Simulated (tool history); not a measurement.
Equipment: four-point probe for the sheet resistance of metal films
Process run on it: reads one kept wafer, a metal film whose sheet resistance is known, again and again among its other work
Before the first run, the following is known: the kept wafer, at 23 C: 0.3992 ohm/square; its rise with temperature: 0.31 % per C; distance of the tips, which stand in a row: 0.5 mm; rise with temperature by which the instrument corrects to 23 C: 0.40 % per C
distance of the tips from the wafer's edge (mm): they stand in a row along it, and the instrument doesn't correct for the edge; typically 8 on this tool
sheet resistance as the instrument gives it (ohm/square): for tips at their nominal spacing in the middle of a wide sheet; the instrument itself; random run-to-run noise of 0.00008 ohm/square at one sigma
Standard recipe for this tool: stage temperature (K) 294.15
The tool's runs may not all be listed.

| run | hour | stage temperature (K) | distance of the tips from the wafer's edge (mm) | sheet resistance as the instrument gives it (ohm/square) |
|---|---|---|---|---|
| 1 | 0 | 294.15 | 8 | 0.400585 |
| 2 | 8 | 294.15 | 8 | 0.400544 |
| 3 | 17.2 | 294.15 | 8 | 0.40054 |
| 4 | 26.1 | 294.15 | 8 | 0.400546 |
| 5 | 39.7 | 294.15 | 21 | 0.399757 |
| 6 | 48.5 | 294.15 | 21 | 0.399909 |
| 7 | 57.4 | 294.15 | 21 | 0.399685 |
| 8 | 70.7 | 294.15 | 8 | 0.400535 |
|  | 72.2 | stage's thermometer calibrated |
| 9 | 86.3 | 294.15 | 8 | 0.400299 |
| 10 | 97.4 | 294.15 | 8 | 0.400363 |
| 11 | 105.8 | 303.15 | 10 | 0.397205 |
|  | 108.3 | stage's thermometer calibrated, once more |
| 12 | 119.4 | 298.15 | 8 | 0.399419 |
| 13 | 133.9 | 296.15 | 11 | 0.399509 |
| 14 | 140.7 | 305.15 | 60 | 0.396322 |
| 15 | 151.7 | 305.15 | 60 | 0.396292 |
| 16 | 158.7 | 303.15 | 63 | 0.396842 |
| 17 | 169.8 | 306.15 | 34 | 0.395897 |
| 18 | 176 | 299.15 | 9 | 0.398669 |
| 19 | 187.3 | 298.15 | 47 | 0.398456 |

Forecast each of these 3 alternatives for the next run:
| A | 198.9 | 298.15 | 46 | ? |
| B | 198.9 | 293.15 | 4 | ? |
| C | 198.9 | 292.15 | 41 | ? |

| run | sheet resistance as the instrument gives it (ohm/square) |
|---|---|
| A | 0.398576 |
| B | 0.403569 |
| C | 0.400515 |
Take away the tool's hidden state, keep each run's random variation, and the runs would have read:
| run | sheet resistance as the instrument gives it (ohm/square) |
|---|---|
| A | 0.398664 |
| B | 0.403657 |
| C | 0.400603 |

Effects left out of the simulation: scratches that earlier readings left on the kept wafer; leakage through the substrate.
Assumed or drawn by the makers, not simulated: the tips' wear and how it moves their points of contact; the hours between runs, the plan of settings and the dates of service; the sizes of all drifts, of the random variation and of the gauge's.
